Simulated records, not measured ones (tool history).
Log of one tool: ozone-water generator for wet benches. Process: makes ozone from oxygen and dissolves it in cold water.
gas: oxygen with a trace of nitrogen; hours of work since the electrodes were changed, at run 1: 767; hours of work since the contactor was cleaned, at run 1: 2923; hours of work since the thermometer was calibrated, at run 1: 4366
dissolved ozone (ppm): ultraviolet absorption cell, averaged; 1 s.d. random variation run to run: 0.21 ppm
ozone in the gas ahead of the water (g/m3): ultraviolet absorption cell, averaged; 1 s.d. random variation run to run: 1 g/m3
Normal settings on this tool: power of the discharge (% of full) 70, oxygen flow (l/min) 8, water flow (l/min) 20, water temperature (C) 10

| run | hour | power of the discharge (% of full) | oxygen flow (l/min) | water flow (l/min) | water temperature (C) | hours of work since the electrodes were changed | hours of work since the contactor was cleaned | hours of work since the thermometer was calibrated | dissolved ozone (ppm) | ozone in the gas ahead of the water (g/m3) |
|---|---|---|---|---|---|---|---|---|---|---|
| 1 | 0 | 70 | 8 | 20 | 10 | 767 | 2923 | 4366 | 29 | 173.6 |
| 2 | 20.1 | 70 | 8 | 20 | 10 | 781 | 2937 | 4380 | 29 | 171.6 |
| 3 | 41 | 70 | 8 | 20 | 10 | 795 | 2951 | 4394 | 28.9 | 173 |
| 4 | 60.8 | 70 | 8 | 20 | 10 | 809 | 2965 | 4408 | 29.1 | 173.2 |
| 5 | 90.4 | 70 | 8 | 20 | 10 | 829 | 2985 | 4428 | 28.8 | 173.3 |
| 6 | 113.5 | 70 | 8 | 20 | 10 | 845 | 3001 | 4444 | 28.9 | 175 |
| 7 | 135.9 | 70 | 8 | 20 | 10 | 860 | 3017 | 4460 | 28.8 | 173.9 |
| 8 | 162 | 70 | 5.05 | 19 | 18 | 878 | 3035 | 4478 | 25.9 | 213.6 |
| 9 | 187.3 | 70 | 5.05 | 19 | 18 | 896 | 3052 | 4495 | 25.9 | 213.2 |
| 10 | 215.2 | 70 | 5.05 | 19 | 18 | 915 | 3072 | 4514 | 25.7 | 213.9 |
| 11 | 237 | 58 | 13.41 | 22 | 18 | 930 | 3087 | 4529 | 19.9 | 120.2 |
| 12 | 263.3 | 58 | 13.41 | 22 | 18 | 948 | 3105 | 4548 | 20 | 120.3 |
| 13 | 292.2 | 70 | 8.1 | 20 | 6 | 968 | 3125 | 4567 | 30.9 | 170.3 |
| 14 | 311.4 | 70 | 8.1 | 20 | 6 | 981 | 3138 | 4581 | 30.9 | 169.5 |

5 options for the next run, each taken on its own from the tool as it stands now. Forecast them:
| A | 324.5 | 40 | 8.1 | 29 | 6 | 990 | 3147 | 4590 | ? | ? |
| B | 324.5 | 47 | 11.83 | 20 | 6 | 990 | 3147 | 4590 | ? | ? |
| C | 324.5 | 70 | 7.44 | 13 | 8 | 990 | 3147 | 4590 | ? | ? |
| D | 324.5 | 43 | 8 | 20 | 10 | 990 | 3147 | 4590 | ? | ? |
| E | 324.5 | 49 | 8 | 20 | 9 | 990 | 3147 | 4590 | ? | ? |

| run | dissolved ozone (ppm) | ozone in the gas ahead of the water (g/m3) |
|---|---|---|
| A | 15.6 | 117.9 |
| B | 23.6 | 109.1 |
| C | 40.1 | 177.2 |
| D | 21 | 125.8 |
| E | 23.6 | 135.4 |
Had the tool no hidden state, the same runs would have come out as:
| run | dissolved ozone (ppm) | ozone in the gas ahead of the water (g/m3) |
|---|---|---|
| A | 16.2 | 119.8 |
| B | 24.5 | 111.1 |
| C | 41.7 | 181.6 |
| D | 21.8 | 127.9 |
| E | 24.5 | 138 |
